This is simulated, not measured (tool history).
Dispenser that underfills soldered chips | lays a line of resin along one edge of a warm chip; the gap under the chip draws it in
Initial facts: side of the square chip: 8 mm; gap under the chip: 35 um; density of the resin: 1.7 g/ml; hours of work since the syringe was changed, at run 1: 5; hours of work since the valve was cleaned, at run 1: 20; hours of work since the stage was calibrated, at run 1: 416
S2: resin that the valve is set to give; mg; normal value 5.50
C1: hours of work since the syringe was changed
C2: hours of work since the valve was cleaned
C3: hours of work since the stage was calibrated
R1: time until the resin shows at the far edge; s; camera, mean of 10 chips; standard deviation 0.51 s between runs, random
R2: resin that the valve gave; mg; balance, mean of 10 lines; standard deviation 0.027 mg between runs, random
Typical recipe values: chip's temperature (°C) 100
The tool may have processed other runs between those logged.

{"run": 1, "hour": 0.0, "chip's temperature (°C)": 100, "S2": 5.5, "C1": 5, "C2": 20, "C3": 416, "R1": 47.8, "R2": 5.37}
{"hour": 8.0, "done": "new syringe of resin"}
{"run": 2, "hour": 11.7, "chip's temperature (°C)": 100, "S2": 5.5, "C1": 3, "C2": 29, "C3": 425, "R1": 43.7, "R2": 5.27}
{"hour": 24.0, "done": "new syringe of resin"}
{"run": 3, "hour": 25.1, "chip's temperature (°C)": 89, "S2": 5.5, "C1": 1, "C2": 38, "C3": 434, "R1": 61.7, "R2": 5.3}
{"run": 4, "hour": 32.5, "chip's temperature (°C)": 100, "S2": 5.5, "C1": 6, "C2": 44, "C3": 440, "R1": 53.5, "R2": 5.28}
{"hour": 39.8, "done": "new syringe of resin"}
{"run": 5, "hour": 47.9, "chip's temperature (°C)": 100, "S2": 6.89, "C1": 6, "C2": 55, "C3": 451, "R1": 51.5, "R2": 6.51}
{"hour": 54.4, "done": "new syringe of resin"}
{"run": 6, "hour": 56.1, "chip's temperature (°C)": 100, "S2": 6.89, "C1": 1, "C2": 60, "C3": 456, "R1": 38.7, "R2": 6.5}
{"hour": 69.3, "done": "new syringe of resin"}
{"run": 7, "hour": 70.4, "chip's temperature (°C)": 100, "S2": 6.89, "C1": 1, "C2": 70, "C3": 467, "R1": 38.6, "R2": 6.44}
{"run": 8, "hour": 82.1, "chip's temperature (°C)": 100, "S2": 5.23, "C1": 9, "C2": 79, "C3": 475, "R1": 64.8, "R2": 4.89}
{"hour": 84.6, "done": "new syringe of resin"}
{"run": 9, "hour": 93.2, "chip's temperature (°C)": 91, "S2": 5.5, "C1": 6, "C2": 87, "C3": 483, "R1": 75.9, "R2": 5.04}
{"hour": 99.7, "done": "new syringe of resin"}
{"run": 10, "hour": 107.4, "chip's temperature (°C)": 91, "S2": 5.5, "C1": 6, "C2": 97, "C3": 493, "R1": 72.2, "R2": 5.01}
{"hour": 114.8, "done": "new syringe of resin"}
{"run": 11, "hour": 118.4, "chip's temperature (°C)": 91, "S2": 5.5, "C1": 3, "C2": 105, "C3": 501, "R1": 60.8, "R2": 4.97}
{"hour": 127.2, "done": "dispensing valve cleaned and set on the balance"}
{"run": 12, "hour": 129.7, "chip's temperature (°C)": 91, "S2": 5.5, "C1": 10, "C2": 2, "C3": 508, "R1": 88.3, "R2": 5.55}
{"hour": 131.3, "done": "new syringe of resin"}
{"run": 13, "hour": 136.8, "chip's temperature (°C)": 108, "S2": 5.56, "C1": 4, "C2": 7, "C3": 513, "R1": 33.7, "R2": 5.54}
{"run": 14, "hour": 144.9, "chip's temperature (°C)": 96, "S2": 5.75, "C1": 10, "C2": 13, "C3": 519, "R1": 72.9, "R2": 5.67}
{"hour": 146.0, "done": "new syringe of resin"}
{"run": 15, "hour": 156.0, "chip's temperature (°C)": 104, "S2": 6.23, "C1": 7, "C2": 21, "C3": 527, "R1": 45.9, "R2": 6.09}
{"hour": 161.8, "done": "new syringe of resin"}
{"run": 16, "hour": 169.3, "chip's temperature (°C)": 110, "S2": 4.72, "C1": 5, "C2": 30, "C3": 537, "R1": 35.1, "R2": 4.55}
{"hour": 176.9, "done": "new syringe of resin"}
{"run": 17, "hour": 176.9, "chip's temperature (°C)": 112, "S2": 5.5, "C1": 0, "C2": 35, "C3": 542, "R1": 23.6, "R2": 5.32}
{"run": 18, "hour": 185.5, "chip's temperature (°C)": 111, "S2": 6.25, "C1": 6, "C2": 42, "C3": 548, "R1": 32.3, "R2": 5.99}
{"hour": 191.6, "done": "new syringe of resin"}
{"run": 19, "hour": 197.4, "chip's temperature (°C)": 108, "S2": 5.26, "C1": 4, "C2": 50, "C3": 557, "R1": 34.6, "R2": 5.04}
{"hour": 206.7, "done": "new syringe of resin"}
{"run": 20, "hour": 209.2, "chip's temperature (°C)": 92, "S2": 5.26, "C1": 2, "C2": 58, "C3": 565, "R1": 56.5, "R2": 5.0}
{"hour": 221.6, "done": "new syringe of resin"}
{"run": 21, "hour": 225.7, "chip's temperature (°C)": 103, "S2": 5.26, "C1": 3, "C2": 70, "C3": 577, "R1": 38.9, "R2": 4.93}
{"hour": 237.5, "done": "new syringe of resin"}
{"run": 22, "hour": 239.0, "chip's temperature (°C)": 101, "S2": 5.62, "C1": 1, "C2": 80, "C3": 586, "R1": 36.2, "R2": 5.25}
{"hour": 253.4, "done": "new syringe of resin"}
{"run": 23, "hour": 253.4, "chip's temperature (°C)": 107, "S2": 6.39, "C1": 0, "C2": 90, "C3": 596, "R1": 27.4, "R2": 5.83}
{"run": 24, "hour": 260.5, "chip's temperature (°C)": 100, "S2": 6.26, "C1": 5, "C2": 95, "C3": 602, "R1": 46.2, "R2": 5.7}

Across each entry between runs, compare the hidden state at the last listed run before it with the hidden state at the first listed run after it:
In the gap between runs 1 and 2: new syringe of resin (hour 8.0)
  resin's viscosity, % of fresh resin's: 130 -> 114.4; dose that the valve gives, % of what is set: 98.07 -> 97.2; true chip temperature over the reading, C: 2.71 -> 2.77
  the result without the hidden state subtracted from the measured one, R1: +7.1 -> +1.4 s; R2: -0.10 -> -0.15 mg
In the gap between runs 2 and 3: new syringe of resin (hour 24.0)
  resin's viscosity, % of fresh resin's: 114.4 -> 106; dose that the valve gives, % of what is set: 97.2 -> 96.33; true chip temperature over the reading, C: 2.77 -> 2.83
  the result without the hidden state subtracted from the measured one, R1: +1.4 -> -3.2 s; R2: -0.15 -> -0.20 mg
In the gap between runs 4 and 5: new syringe of resin (hour 39.8)
  resin's viscosity, % of fresh resin's: 141.6 -> 137.8; dose that the valve gives, % of what is set: 95.8 -> 94.82; true chip temperature over the reading, C: 2.87 -> 2.94
  the result without the hidden state subtracted from the measured one, R1: +11.6 -> +9.7 s; R2: -0.23 -> -0.36 mg
In the gap between runs 5 and 6: new syringe of resin (hour 54.4)
  resin's viscosity, % of fresh resin's: 137.8 -> 106.6; dose that the valve gives, % of what is set: 94.82 -> 94.33; true chip temperature over the reading, C: 2.94 -> 2.98
  the result without the hidden state subtracted from the measured one, R1: +9.7 -> -1.9 s; R2: -0.36 -> -0.40 mg
In the gap between runs 6 and 7: new syringe of resin (hour 69.3)
  resin's viscosity, % of fresh resin's: 106.6 -> 106.3; dose that the valve gives, % of what is set: 94.33 -> 93.42; true chip temperature over the reading, C: 2.98 -> 3.05
  the result without the hidden state subtracted from the measured one, R1: -1.9 -> -2.1 s; R2: -0.40 -> -0.45 mg
In the gap between runs 8 and 9: new syringe of resin (hour 84.6)
  resin's viscosity, % of fresh resin's: 168.4 -> 141.7; dose that the valve gives, % of what is set: 92.66 -> 91.97; true chip temperature over the reading, C: 3.11 -> 3.16
  the result without the hidden state subtracted from the measured one, R1: +22.3 -> +16.1 s; R2: -0.39 -> -0.45 mg
In the gap between runs 9 and 10: new syringe of resin (hour 99.7)
  resin's viscosity, % of fresh resin's: 141.7 -> 134.4; dose that the valve gives, % of what is set: 91.97 -> 91.03; true chip temperature over the reading, C: 3.16 -> 3.24
  the result without the hidden state subtracted from the measured one, R1: +16.1 -> +12.2 s; R2: -0.45 -> -0.49 mg
In the gap between runs 10 and 11: new syringe of resin (hour 114.8)
  resin's viscosity, % of fresh resin's: 134.4 -> 115.4; dose that the valve gives, % of what is set: 91.03 -> 90.28; true chip temperature over the reading, C: 3.24 -> 3.29
  the result without the hidden state subtracted from the measured one, R1: +12.2 -> +2.0 s; R2: -0.49 -> -0.54 mg
In the gap between runs 11 and 12: dispensing valve cleaned and set on the balance (hour 127.2)
  resin's viscosity, % of fresh resin's: 115.4 -> 172.5; dose that the valve gives, % of what is set: 90.28 -> 99.89; true chip temperature over the reading, C: 3.29 -> 3.34
  the result without the hidden state subtracted from the measured one, R1: +2.0 -> +29.8 s; R2: -0.54 -> -0.01 mg
In the gap between runs 12 and 13: new syringe of resin (hour 131.3)
  resin's viscosity, % of fresh resin's: 172.5 -> 125.4; dose that the valve gives, % of what is set: 99.89 -> 99.43; true chip temperature over the reading, C: 3.34 -> 3.37
  the result without the hidden state subtracted from the measured one, R1: +29.8 -> +3.3 s; R2: -0.01 -> -0.03 mg
In the gap between runs 14 and 15: new syringe of resin (hour 146.0)
  resin's viscosity, % of fresh resin's: 172 -> 150.2; dose that the valve gives, % of what is set: 98.81 -> 98.15; true chip temperature over the reading, C: 3.42 -> 3.47
  the result without the hidden state subtracted from the measured one, R1: +24.6 -> +11.2 s; R2: -0.07 -> -0.11 mg
In the gap between runs 15 and 16: new syringe of resin (hour 161.8)
  resin's viscosity, % of fresh resin's: 150.2 -> 134.4; dose that the valve gives, % of what is set: 98.15 -> 97.28; true chip temperature over the reading, C: 3.47 -> 3.54
  the result without the hidden state subtracted from the measured one, R1: +11.2 -> +5.7 s; R2: -0.11 -> -0.13 mg
In the gap between runs 16 and 17: new syringe of resin (hour 176.9)
  resin's viscosity, % of fresh resin's: 134.4 -> 100.5; dose that the valve gives, % of what is set: 97.28 -> 96.76; true chip temperature over the reading, C: 3.54 -> 3.57
  the result without the hidden state subtracted from the measured one, R1: +5.7 -> -3.0 s; R2: -0.13 -> -0.18 mg
In the gap between runs 18 and 19: new syringe of resin (hour 191.6)
  resin's viscosity, % of fresh resin's: 140.3 -> 127.2; dose that the valve gives, % of what is set: 96.17 -> 95.35; true chip temperature over the reading, C: 3.61 -> 3.67
  the result without the hidden state subtracted from the measured one, R1: +6.3 -> +3.7 s; R2: -0.24 -> -0.24 mg
In the gap between runs 19 and 20: new syringe of resin (hour 206.7)
  resin's viscosity, % of fresh resin's: 127.2 -> 111.4; dose that the valve gives, % of what is set: 95.35 -> 94.54; true chip temperature over the reading, C: 3.67 -> 3.73
  the result without the hidden state subtracted from the measured one, R1: +3.7 -> -1.6 s; R2: -0.24 -> -0.28 mg
In the gap between runs 20 and 21: new syringe of resin (hour 221.6)
  resin's viscosity, % of fresh resin's: 111.4 -> 118.2; dose that the valve gives, % of what is set: 94.54 -> 93.47; true chip temperature over the reading, C: 3.73 -> 3.81
  the result without the hidden state subtracted from the measured one, R1: -1.6 -> +1.5 s; R2: -0.28 -> -0.34 mg
In the gap between runs 21 and 22: new syringe of resin (hour 237.5)
  resin's viscosity, % of fresh resin's: 118.2 -> 106.4; dose that the valve gives, % of what is set: 93.47 -> 92.64; true chip temperature over the reading, C: 3.81 -> 3.87
  the result without the hidden state subtracted from the measured one, R1: +1.5 -> -2.7 s; R2: -0.34 -> -0.41 mg
In the gap between runs 22 and 23: new syringe of resin (hour 253.4)
  resin's viscosity, % of fresh resin's: 106.4 -> 100.6; dose that the valve gives, % of what is set: 92.64 -> 91.64; true chip temperature over the reading, C: 3.87 -> 3.94
  the result without the hidden state subtracted from the measured one, R1: -2.7 -> -3.9 s; R2: -0.41 -> -0.54 mg
